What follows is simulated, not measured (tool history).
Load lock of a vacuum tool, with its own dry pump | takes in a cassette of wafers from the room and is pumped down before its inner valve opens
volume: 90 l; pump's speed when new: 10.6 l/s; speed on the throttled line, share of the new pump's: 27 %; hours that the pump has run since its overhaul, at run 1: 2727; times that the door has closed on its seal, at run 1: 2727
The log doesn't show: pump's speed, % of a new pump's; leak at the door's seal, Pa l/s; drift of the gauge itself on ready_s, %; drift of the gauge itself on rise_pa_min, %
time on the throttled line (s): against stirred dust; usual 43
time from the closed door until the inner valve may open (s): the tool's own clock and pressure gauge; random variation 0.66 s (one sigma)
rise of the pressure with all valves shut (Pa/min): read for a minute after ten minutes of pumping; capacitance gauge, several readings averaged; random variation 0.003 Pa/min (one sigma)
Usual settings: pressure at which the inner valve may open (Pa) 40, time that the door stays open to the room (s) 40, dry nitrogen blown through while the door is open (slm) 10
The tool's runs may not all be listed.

run	day	time on the throttled line (s)	pressure at which the inner valve may open (Pa)	time that the door stays open to the room (s)	dry nitrogen blown through while the door is open (slm)	hours that the pump has run since its overhaul	times that the door has closed on its seal	incoming humidity of the room's air, %	time from the closed door until the inner valve may open (s)	rise of the pressure with all valves shut (Pa/min)
1	0.000	43	40	40	10	2727	2727	41.2	98.5	0.040
2	6.850	43	40	40	10	2891	3104	45.7	99.2	0.052
3	12.138	43	40	40	5	3018	3395	42.2	98.6	0.046
4	17.500	43	40	40	5	3147	3690	43.8	99.9	0.050
5	21.346	43	40	40	10	3239	3902	47.5	99.7	0.045
6	24.917	43	40	40	10	3325	4098	45.1	99.3	0.049
7	28.529	43	40	40	10	3412	4297	44.2	99.5	0.048
8	33.746	43	40	40	6	3537	4584	45.7	99.6	0.052
9	40.462	43	40	40	6	3698	4953	42.6	99.6	0.046
10	44.300	43	40	40	6	3790	5164	46.2	99.8	0.057
11	49.075	43	40	40	6	3905	5427	45.0	100.0	0.063
12	55.275	43	40	40	6	4054	5768	39.1	101.7	0.049
13	60.029	69	69	107	39	4168	6030	44.7	114.3	0.052
14	64.317	43	40	59	4	4271	6265	43.8	99.0	0.066

The next listed run, before its measurement:
15	69.492	32	40	59	28	4395	6550	42.9	?	?

Run 15 gave time from the closed door until the inner valve may open (s) 91.9, rise of the pressure with all valves shut (Pa/min) 0.037.
Without the tool's hidden state the same run would have given time from the closed door until the inner valve may open (s) 89.8, rise of the pressure with all valves shut (Pa/min) 0.026.

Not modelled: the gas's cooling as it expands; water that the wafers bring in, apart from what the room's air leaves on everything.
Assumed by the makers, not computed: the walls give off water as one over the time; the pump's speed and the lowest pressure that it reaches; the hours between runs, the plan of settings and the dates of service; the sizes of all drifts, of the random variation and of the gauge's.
